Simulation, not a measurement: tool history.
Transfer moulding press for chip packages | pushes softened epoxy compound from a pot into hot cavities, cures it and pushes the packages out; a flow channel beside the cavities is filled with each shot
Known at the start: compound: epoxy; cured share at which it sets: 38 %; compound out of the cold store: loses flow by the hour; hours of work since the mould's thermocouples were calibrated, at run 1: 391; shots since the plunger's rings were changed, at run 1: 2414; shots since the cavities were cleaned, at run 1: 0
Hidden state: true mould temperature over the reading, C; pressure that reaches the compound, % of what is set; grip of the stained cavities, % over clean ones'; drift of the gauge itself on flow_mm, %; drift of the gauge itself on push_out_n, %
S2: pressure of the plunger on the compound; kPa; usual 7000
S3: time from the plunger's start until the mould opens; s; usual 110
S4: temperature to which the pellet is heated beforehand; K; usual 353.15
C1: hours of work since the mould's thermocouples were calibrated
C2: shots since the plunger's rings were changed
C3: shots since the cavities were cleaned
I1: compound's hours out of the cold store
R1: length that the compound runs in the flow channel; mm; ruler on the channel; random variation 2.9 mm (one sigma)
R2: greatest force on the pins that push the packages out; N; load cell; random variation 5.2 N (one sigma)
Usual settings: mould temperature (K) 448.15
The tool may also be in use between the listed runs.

run 1 day=0 | mould_temperature_(K)=448.15 S2=7000 S3=110 S4=353.15 | C1=391 C2=2414 C3=0 | I1=29.2 | R1=884 R2=248
run 2 day=0.75 | mould_temperature_(K)=448.15 S2=7000 S3=110 S4=353.15 | C1=406 C2=2654 C3=240 | I1=39 | R1=858 R2=297
run 3 day=1.246 | mould_temperature_(K)=448.15 S2=7000 S3=110 S4=353.15 | C1=415 C2=2812 C3=398 | I1=10.2 | R1=927 R2=337
run 4 day=1.625 | mould_temperature_(K)=448.15 S2=8530 S3=110 S4=353.15 | C1=423 C2=2934 C3=520 | I1=9.8 | R1=1026 R2=335
-- day=1.771 cavities cleaned with cleaning compound and waxed
run 5 day=2.412 | mould_temperature_(K)=448.15 S2=7000 S3=110 S4=353.15 | C1=436 C2=3165 C3=205 | I1=15.8 | R1=907 R2=308
run 6 day=2.733 | mould_temperature_(K)=448.15 S2=7000 S3=110 S4=353.15 | C1=442 C2=3267 C3=307 | I1=22.8 | R1=891 R2=316
-- day=3.179 plunger's sealing rings changed
run 7 day=3.396 | mould_temperature_(K)=448.15 S2=7000 S3=110 S4=353.15 | C1=453 C2=71 C3=487 | I1=9.9 | R1=972 R2=340
-- day=3.7 cavities cleaned with cleaning compound and waxed
run 8 day=4.125 | mould_temperature_(K)=448.15 S2=8310 S3=110 S4=353.15 | C1=466 C2=283 C3=136 | I1=46.4 | R1=962 R2=269
run 9 day=4.871 | mould_temperature_(K)=448.15 S2=7000 S3=110 S4=345.15 | C1=480 C2=521 C3=374 | I1=33.7 | R1=909 R2=324
-- day=5.492 cavities cleaned with cleaning compound and waxed
run 10 day=5.65 | mould_temperature_(K)=448.15 S2=7000 S3=110 S4=353.15 | C1=494 C2=750 C3=49 | I1=44.1 | R1=880 R2=254
run 11 day=5.983 | mould_temperature_(K)=448.15 S2=7000 S3=110 S4=353.15 | C1=500 C2=857 C3=156 | I1=20.1 | R1=940 R2=284
run 12 day=6.404 | mould_temperature_(K)=448.15 S2=7000 S3=110 S4=353.15 | C1=508 C2=992 C3=291 | I1=24.9 | R1=920 R2=308
run 13 day=6.954 | mould_temperature_(K)=448.15 S2=7000 S3=110 S4=353.15 | C1=519 C2=1168 C3=467 | I1=34 | R1=896 R2=322
-- day=7.279 cavities cleaned with cleaning compound and waxed
run 14 day=7.408 | mould_temperature_(K)=448.15 S2=7170 S3=110 S4=346.15 | C1=526 C2=1293 C3=41 | I1=17.5 | R1=943 R2=250
run 15 day=7.708 | mould_temperature_(K)=442.15 S2=7050 S3=110 S4=346.15 | C1=532 C2=1389 C3=137 | I1=26 | R1=946 R2=431
run 16 day=8.146 | mould_temperature_(K)=442.15 S2=7050 S3=110 S4=346.15 | C1=540 C2=1529 C3=277 | I1=8.8 | R1=985 R2=510
run 17 day=8.538 | mould_temperature_(K)=448.15 S2=5810 S3=111 S4=353.15 | C1=548 C2=1654 C3=402 | I1=26.5 | R1=824 R2=317
-- day=9.054 cavities cleaned with cleaning compound and waxed
run 18 day=9.146 | mould_temperature_(K)=447.15 S2=5200 S3=120 S4=344.15 | C1=558 C2=1829 C3=29 | I1=10 | R1=821 R2=231
-- day=9.575 mould's thermocouples calibrated
run 19 day=9.629 | mould_temperature_(K)=446.15 S2=7000 S3=110 S4=353.15 | C1=1 C2=1957 C3=157 | I1=8.6 | R1=963 R2=370
run 20 day=10 | mould_temperature_(K)=446.15 S2=7000 S3=110 S4=353.15 | C1=8 C2=2075 C3=275 | I1=40.5 | R1=882 R2=363
run 21 day=10.492 | mould_temperature_(K)=446.15 S2=7000 S3=110 S4=353.15 | C1=18 C2=2233 C3=433 | I1=43.7 | R1=871 R2=392
-- day=10.912 cavities cleaned with cleaning compound and waxed
run 22 day=11.021 | mould_temperature_(K)=443.15 S2=7000 S3=110 S4=363.15 | C1=26 C2=2382 C3=35 | I1=46.1 | R1=872 R2=373
run 23 day=11.529 | mould_temperature_(K)=448.15 S2=5230 S3=110 S4=353.15 | C1=36 C2=2544 C3=197 | I1=36.6 | R1=752 R2=301

Forecast each of these 5 alternatives for the next run:
run A day=12.242 | mould_temperature_(K)=448.15 S2=6920 S3=99 S4=346.15 | C1=50 C2=2772 C3=425 | I1=28.6 | R1=? R2=?
run B day=12.242 | mould_temperature_(K)=448.15 S2=5230 S3=94 S4=347.15 | C1=50 C2=2772 C3=425 | I1=40.8 | R1=? R2=?
run C day=12.242 | mould_temperature_(K)=448.15 S2=7000 S3=110 S4=347.15 | C1=50 C2=2772 C3=425 | I1=12.6 | R1=? R2=?
run D day=12.242 | mould_temperature_(K)=448.15 S2=5230 S3=124 S4=353.15 | C1=50 C2=2772 C3=425 | I1=37.1 | R1=? R2=?
run E day=12.242 | mould_temperature_(K)=448.15 S2=6020 S3=129 S4=353.15 | C1=50 C2=2772 C3=425 | I1=30.2 | R1=? R2=?

run=A R1=878 R2=414
run=B R1=743 R2=441
run=C R1=921 R2=361
run=D R1=752 R2=300
run=E R1=819 R2=287
Without the tool's hidden state the same runs would have given:
run=A R1=926 R2=300
run=B R1=783 R2=320
run=C R1=971 R2=264
run=D R1=792 R2=219
run=E R1=863 R2=210
